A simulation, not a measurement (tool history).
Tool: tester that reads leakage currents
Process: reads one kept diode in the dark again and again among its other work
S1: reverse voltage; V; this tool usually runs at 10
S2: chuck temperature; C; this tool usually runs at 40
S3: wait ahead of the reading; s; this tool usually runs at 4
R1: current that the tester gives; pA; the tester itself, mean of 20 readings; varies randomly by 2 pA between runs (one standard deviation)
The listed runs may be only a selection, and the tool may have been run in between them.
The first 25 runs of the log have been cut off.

run,day,S1,S2,S3,R1
26,36.992,10,40,7.97,741.63
27,38.196,17.8,54,7.97,2587.25
28,39.329,10,23,4,207.37
29,40.888,1.4,28,4,113.76
30,42.829,15.9,40,1.81,943.53
31,44.867,4.5,40,0.32,506.13
32,46.9,10,41,0.33,806.69
33,48.692,10,41,0.33,813.04
34,50.317,1.5,21,3.17,68.84
35,52.192,10,21,4,179.68
36,53.533,10,23,4,210.72
37,55.388,6.7,40,0.33,621.2
38,56.488,10,43,0.67,930.58
# day 57.662: chuck's temperature calibrated
39,58.192,4.2,46,0.95,667.21
40,59.738,1.5,46,1.73,397.94
41,61.329,3.5,29,2.69,175.61

Branching from run 41: 3 alternative next runs. What would each branch give?
A,62.179,3.5,31,2.69,?
B,62.179,3.5,21,2.69,?
C,62.179,10,40,7.32,?

run,R1
A,205.76
B,93.15
C,675.3
With no hidden state in the tool, these same runs would have given:
run,R1
A,204.33
B,91.9
C,671

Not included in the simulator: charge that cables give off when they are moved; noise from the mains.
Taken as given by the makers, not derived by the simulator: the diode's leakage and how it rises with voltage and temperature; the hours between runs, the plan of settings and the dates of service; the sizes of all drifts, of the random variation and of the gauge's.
